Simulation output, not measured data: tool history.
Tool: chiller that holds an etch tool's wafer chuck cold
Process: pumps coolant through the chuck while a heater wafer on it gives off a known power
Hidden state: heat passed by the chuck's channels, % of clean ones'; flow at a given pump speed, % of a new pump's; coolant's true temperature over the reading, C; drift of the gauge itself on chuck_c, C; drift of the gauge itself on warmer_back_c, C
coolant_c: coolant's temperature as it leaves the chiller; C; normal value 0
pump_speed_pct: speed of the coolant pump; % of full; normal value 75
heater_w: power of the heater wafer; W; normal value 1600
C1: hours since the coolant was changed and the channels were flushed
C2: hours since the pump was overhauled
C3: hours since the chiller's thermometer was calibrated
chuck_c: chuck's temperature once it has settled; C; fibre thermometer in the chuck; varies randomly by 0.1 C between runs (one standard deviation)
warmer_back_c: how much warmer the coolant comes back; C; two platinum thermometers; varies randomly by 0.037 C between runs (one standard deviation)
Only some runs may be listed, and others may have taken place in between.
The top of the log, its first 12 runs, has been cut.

Run 13, hour 1121.5: usual settings but coolant_c 3 C; C1 932; C2 2073; C3 327. Result: chuck_c 16.0 C, warmer_back_c 7.35 C.
At hour 1210.8: chiller's thermometer calibrated, once more.
Run 14, hour 1252.8: usual settings; C1 1062; C2 2203; C3 42. Result: chuck_c 13.6 C, warmer_back_c 7.42 C.
Run 15, hour 1354.1: usual settings; C1 1163; C2 2304; C3 143. Result: chuck_c 13.6 C, warmer_back_c 7.46 C.
Run 16, hour 1485.8: usual settings; C1 1295; C2 2436; C3 275. Result: chuck_c 13.6 C, warmer_back_c 7.42 C.
Run 17, hour 1585.6: usual settings; C1 1395; C2 2536; C3 375. Result: chuck_c 13.6 C, warmer_back_c 7.47 C.
Run 18, hour 1684.1: usual settings but heater_w 2127 W; C1 1493; C2 2634; C3 473. Result: chuck_c 17.9 C, warmer_back_c 9.87 C.
Run 19, hour 1771.7: usual settings but pump_speed_pct 98 % of full, heater_w 1819 W; C1 1581; C2 2722; C3 561. Result: chuck_c 12.0 C, warmer_back_c 6.47 C.
Run 20, hour 1845.9: usual settings but coolant_c 8 C, pump_speed_pct 73 % of full, heater_w 814 W; C1 1655; C2 2796; C3 635. Result: chuck_c 15.3 C, warmer_back_c 3.89 C.
Run 21, hour 1950.8: usual settings but coolant_c 6 C, pump_speed_pct 65 % of full, heater_w 829 W; C1 1760; C2 2901; C3 740. Result: chuck_c 14.0 C, warmer_back_c 4.50 C.
Run 22, hour 2061.3: usual settings but coolant_c 6 C, pump_speed_pct 65 % of full, heater_w 829 W; C1 1870; C2 3011; C3 850. Result: chuck_c 14.2 C, warmer_back_c 4.42 C.
Run 23, hour 2192.7: usual settings but coolant_c 6 C, pump_speed_pct 85 % of full, heater_w 1117 W; C1 2002; C2 3143; C3 982. Result: chuck_c 14.4 C, warmer_back_c 4.72 C.
Run 24, hour 2314.1: usual settings but coolant_c 6 C, pump_speed_pct 85 % of full, heater_w 927 W; C1 2123; C2 3264; C3 1103. Result: chuck_c 13.1 C, warmer_back_c 3.87 C.
Run 25, hour 2438.3: usual settings but coolant_c -10 C, pump_speed_pct 63 % of full; C1 2247; C2 3388; C3 1227. Result: chuck_c 6.5 C, warmer_back_c 8.92 C.
Run 26, hour 2569.9: usual settings but coolant_c -10 C, pump_speed_pct 63 % of full; C1 2379; C2 3520; C3 1359. Result: chuck_c 6.4 C, warmer_back_c 9.03 C.
Run 27, hour 2667.7: usual settings but coolant_c -7 C, pump_speed_pct 90 % of full; C1 2477; C2 3618; C3 1457. Result: chuck_c 4.7 C, warmer_back_c 6.33 C.
Run 28, hour 2751.9: usual settings but pump_speed_pct 88 % of full, heater_w 1344 W; C1 2561; C2 3702; C3 1541. Result: chuck_c 9.9 C, warmer_back_c 5.42 C.
Run 29, hour 2863.5: usual settings but pump_speed_pct 61 % of full, heater_w 1757 W; C1 2673; C2 3814; C3 1653. Result: chuck_c 18.9 C, warmer_back_c 10.28 C.
Run 30, hour 2989.1: usual settings but pump_speed_pct 61 % of full, heater_w 1757 W; C1 2798; C2 3939; C3 1778. Result: chuck_c 18.8 C, warmer_back_c 10.32 C.

What if the next run were any one of these 3? Each begins from the tool's condition after run 30:
Run A, hour 3098.2: usual settings but pump_speed_pct 84 % of full, heater_w 924 W; C1 2907; C2 4048; C3 1887. Result: chuck_c ?, warmer_back_c ?.
Run B, hour 3098.2: usual settings but coolant_c -8 C, pump_speed_pct 66 % of full; C1 2907; C2 4048; C3 1887. Result: chuck_c ?, warmer_back_c ?.
Run C, hour 3098.2: usual settings but coolant_c -6 C; C1 2907; C2 4048; C3 1887. Result: chuck_c ?, warmer_back_c ?.

run  chuck_c  warmer_back_c
  A      7.2           3.93
  B      8.0           8.72
  C      8.2           7.69
Without the tool's unlogged condition, the same runs would have read:
run  chuck_c  warmer_back_c
  A      6.5           3.65
  B      6.4           8.11
  C      6.8           7.14
